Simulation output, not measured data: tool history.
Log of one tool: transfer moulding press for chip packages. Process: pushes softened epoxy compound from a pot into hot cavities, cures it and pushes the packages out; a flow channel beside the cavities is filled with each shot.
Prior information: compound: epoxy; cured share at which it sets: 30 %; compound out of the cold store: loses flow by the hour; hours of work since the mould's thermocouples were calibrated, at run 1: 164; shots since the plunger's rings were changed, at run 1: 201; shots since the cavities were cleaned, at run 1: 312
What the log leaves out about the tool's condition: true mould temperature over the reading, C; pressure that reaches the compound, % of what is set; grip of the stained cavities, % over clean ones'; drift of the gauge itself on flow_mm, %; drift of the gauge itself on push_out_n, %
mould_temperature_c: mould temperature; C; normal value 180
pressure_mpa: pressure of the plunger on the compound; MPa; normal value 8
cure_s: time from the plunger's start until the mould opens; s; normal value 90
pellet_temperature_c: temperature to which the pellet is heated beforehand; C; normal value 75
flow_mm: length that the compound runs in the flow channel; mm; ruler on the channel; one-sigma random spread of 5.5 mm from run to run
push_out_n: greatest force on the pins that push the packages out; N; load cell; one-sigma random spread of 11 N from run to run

run,hour,mould_temperature_c,pressure_mpa,cure_s,pellet_temperature_c,hours of work since the mould's thermocouples were calibrated,shots since the plunger's rings were changed,shots since the cavities were cleaned,incoming compound's hours out of the cold store,flow_mm,push_out_n
1,0,180,8,90,75,164,201,312,24.7,582,718
2,10.1,180,8,90,75,168,285,396,46.5,528,702
# hour 17.3: cavities cleaned with cleaning compound and waxed
3,21.3,180,8,90,75,172,366,33,12.6,621,572
4,32.2,180,8,90,75,177,458,125,35,552,586
5,43.2,180,8,90,75,182,549,216,44.9,522,649
6,58.7,180,6.02,90,75,188,679,346,43.6,457,666
7,68,180,7.8,90,75,192,756,423,13.5,611,763
# hour 71.6: cavities cleaned with cleaning compound and waxed
8,76.7,180,8,90,75,195,817,43,29.8,566,551
9,92.5,180,8,90,75,202,949,175,15.4,615,666
10,103.3,180,8,90,75,206,1039,265,34.2,539,656
11,117.2,180,8,127,75,212,1154,380,18.9,590,564
# hour 126.2: cavities cleaned with cleaning compound and waxed
12,131.4,180,8,127,75,218,1261,43,8.4,618,441
13,141.9,180,7.33,90,75,222,1349,131,34.5,520,587
14,151.1,180,8,90,75,226,1425,207,30.2,556,627
15,162.5,180,8,72,76,231,1521,303,35.2,545,1117
16,175.3,180,8,72,76,236,1627,409,44.1,512,1162
# hour 181.4: cavities cleaned with cleaning compound and waxed
17,192.7,177,8,72,70,243,1760,94,27.6,559,1267
18,199.8,177,8,72,70,246,1819,153,27.6,565,1343
# hour 202.5: mould's thermocouples calibrated
19,210.8,185,8.57,72,70,3,1894,228,16.5,616,823
20,222.4,185,8.57,72,70,8,1991,325,13.7,606,892
21,228.8,180,7.42,90,80,11,2045,379,30.4,526,707
# hour 238.4: cavities cleaned with cleaning compound and waxed
22,243.9,180,8,88,79,17,2159,46,44.2,514,554
23,250.4,180,10,90,75,20,2213,100,19.5,637,604
24,266.2,180,8.67,106,75,26,2345,232,27.2,571,562
# hour 271.9: mould's thermocouples calibrated, once more
25,274.7,172,8,90,75,1,2399,286,18.5,596,1281
26,283.3,180,9.97,90,79,5,2471,358,34.8,596,729
# hour 294.6: cavities cleaned with cleaning compound and waxed
27,297.6,180,6.6,116,67,10,2578,25,12.2,536,428
28,307.7,180,6.6,116,67,15,2662,109,25.4,508,492

Alternative continuations, all from the tool just after run 28; predict every row:
A,314.9,180,8.25,125,76,18,2723,170,24.1,?,?
B,314.9,175,6.6,116,78,18,2723,170,46,?,?
C,314.9,173,9.1,81,75,18,2723,170,26.9,?,?
D,314.9,175,6.6,116,67,18,2723,170,8.4,?,?
E,314.9,183,6.6,88,67,18,2723,170,41.4,?,?

run,flow_mm,push_out_n
A,561,503
B,457,553
C,587,1362
D,548,579
E,460,589
Had the tool no hidden state, the same runs would have come out as:
run,flow_mm,push_out_n
A,595,421
B,485,460
C,622,1129
D,580,481
E,488,490
